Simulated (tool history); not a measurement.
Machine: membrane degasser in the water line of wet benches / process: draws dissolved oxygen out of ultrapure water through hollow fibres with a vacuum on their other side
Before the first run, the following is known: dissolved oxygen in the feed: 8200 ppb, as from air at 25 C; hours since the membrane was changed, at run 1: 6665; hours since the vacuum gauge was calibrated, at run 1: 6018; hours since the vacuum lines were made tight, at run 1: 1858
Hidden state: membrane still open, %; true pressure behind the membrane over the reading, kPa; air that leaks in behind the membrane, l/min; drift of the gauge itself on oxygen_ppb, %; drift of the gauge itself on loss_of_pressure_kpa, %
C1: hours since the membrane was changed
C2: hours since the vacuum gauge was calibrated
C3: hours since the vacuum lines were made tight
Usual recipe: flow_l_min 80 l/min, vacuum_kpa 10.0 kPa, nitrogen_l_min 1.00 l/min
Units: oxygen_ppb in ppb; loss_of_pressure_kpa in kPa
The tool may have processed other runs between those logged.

{"run": 1, "hour": 0.0, "flow_l_min": 80, "vacuum_kpa": 10.0, "nitrogen_l_min": 1.0, "C1": 6665, "C2": 6018, "C3": 1858, "oxygen_ppb": 852.5, "loss_of_pressure_kpa": 27.83}
{"run": 2, "hour": 152.3, "flow_l_min": 80, "vacuum_kpa": 10.0, "nitrogen_l_min": 1.0, "C1": 6817, "C2": 6170, "C3": 2010, "oxygen_ppb": 844.8, "loss_of_pressure_kpa": 27.76}
{"run": 3, "hour": 301.2, "flow_l_min": 105, "vacuum_kpa": 10.0, "nitrogen_l_min": 1.0, "C1": 6966, "C2": 6319, "C3": 2159, "oxygen_ppb": 1008.0, "loss_of_pressure_kpa": 36.21}
{"run": 4, "hour": 498.4, "flow_l_min": 80, "vacuum_kpa": 22.0, "nitrogen_l_min": 1.0, "C1": 7163, "C2": 6516, "C3": 2357, "oxygen_ppb": 2067.2, "loss_of_pressure_kpa": 27.75}
{"run": 5, "hour": 694.9, "flow_l_min": 80, "vacuum_kpa": 22.0, "nitrogen_l_min": 1.0, "C1": 7360, "C2": 6713, "C3": 2553, "oxygen_ppb": 2056.0, "loss_of_pressure_kpa": 27.64}
{"run": 6, "hour": 801.1, "flow_l_min": 80, "vacuum_kpa": 22.0, "nitrogen_l_min": 1.0, "C1": 7466, "C2": 6819, "C3": 2659, "oxygen_ppb": 2056.3, "loss_of_pressure_kpa": 27.71}
{"run": 7, "hour": 905.7, "flow_l_min": 80, "vacuum_kpa": 12.3, "nitrogen_l_min": 1.0, "C1": 7570, "C2": 6924, "C3": 2764, "oxygen_ppb": 1108.2, "loss_of_pressure_kpa": 27.78}
{"run": 8, "hour": 1012.6, "flow_l_min": 80, "vacuum_kpa": 15.5, "nitrogen_l_min": 1.16, "C1": 7677, "C2": 7031, "C3": 2871, "oxygen_ppb": 1319.8, "loss_of_pressure_kpa": 27.8}
{"run": 9, "hour": 1099.1, "flow_l_min": 80, "vacuum_kpa": 15.5, "nitrogen_l_min": 1.16, "C1": 7764, "C2": 7117, "C3": 2957, "oxygen_ppb": 1315.2, "loss_of_pressure_kpa": 27.79}
{"run": 10, "hour": 1207.3, "flow_l_min": 104, "vacuum_kpa": 15.5, "nitrogen_l_min": 1.16, "C1": 7872, "C2": 7225, "C3": 3065, "oxygen_ppb": 1550.9, "loss_of_pressure_kpa": 36.1}
{"run": 11, "hour": 1363.9, "flow_l_min": 104, "vacuum_kpa": 12.4, "nitrogen_l_min": 0.82, "C1": 8029, "C2": 7382, "C3": 3222, "oxygen_ppb": 1467.2, "loss_of_pressure_kpa": 36.06}
{"run": 12, "hour": 1511.7, "flow_l_min": 104, "vacuum_kpa": 12.4, "nitrogen_l_min": 0.82, "C1": 8176, "C2": 7530, "C3": 3370, "oxygen_ppb": 1461.9, "loss_of_pressure_kpa": 36.1}

Alternative continuations, all from the tool just after run 12; predict every row:
{"run": "A", "hour": 1633.2, "flow_l_min": 104, "vacuum_kpa": 16.5, "nitrogen_l_min": 0.87, "C1": 8298, "C2": 7651, "C3": 3491, "oxygen_ppb": "?", "loss_of_pressure_kpa": "?"}
{"run": "B", "hour": 1633.2, "flow_l_min": 104, "vacuum_kpa": 12.4, "nitrogen_l_min": 1.16, "C1": 8298, "C2": 7651, "C3": 3491, "oxygen_ppb": "?", "loss_of_pressure_kpa": "?"}
{"run": "C", "hour": 1633.2, "flow_l_min": 92, "vacuum_kpa": 13.2, "nitrogen_l_min": 1.0, "C1": 8298, "C2": 7651, "C3": 3491, "oxygen_ppb": "?", "loss_of_pressure_kpa": "?"}

run=A oxygen_ppb=1956.4 loss_of_pressure_kpa=36.16
run=B oxygen_ppb=1210.1 loss_of_pressure_kpa=36.34
run=C oxygen_ppb=1311.7 loss_of_pressure_kpa=31.93
Had the tool no hidden state, the same runs would have come out as:
run=A oxygen_ppb=1955.5 loss_of_pressure_kpa=35.79
run=B oxygen_ppb=1209.2 loss_of_pressure_kpa=35.97
run=C oxygen_ppb=1310.9 loss_of_pressure_kpa=31.60
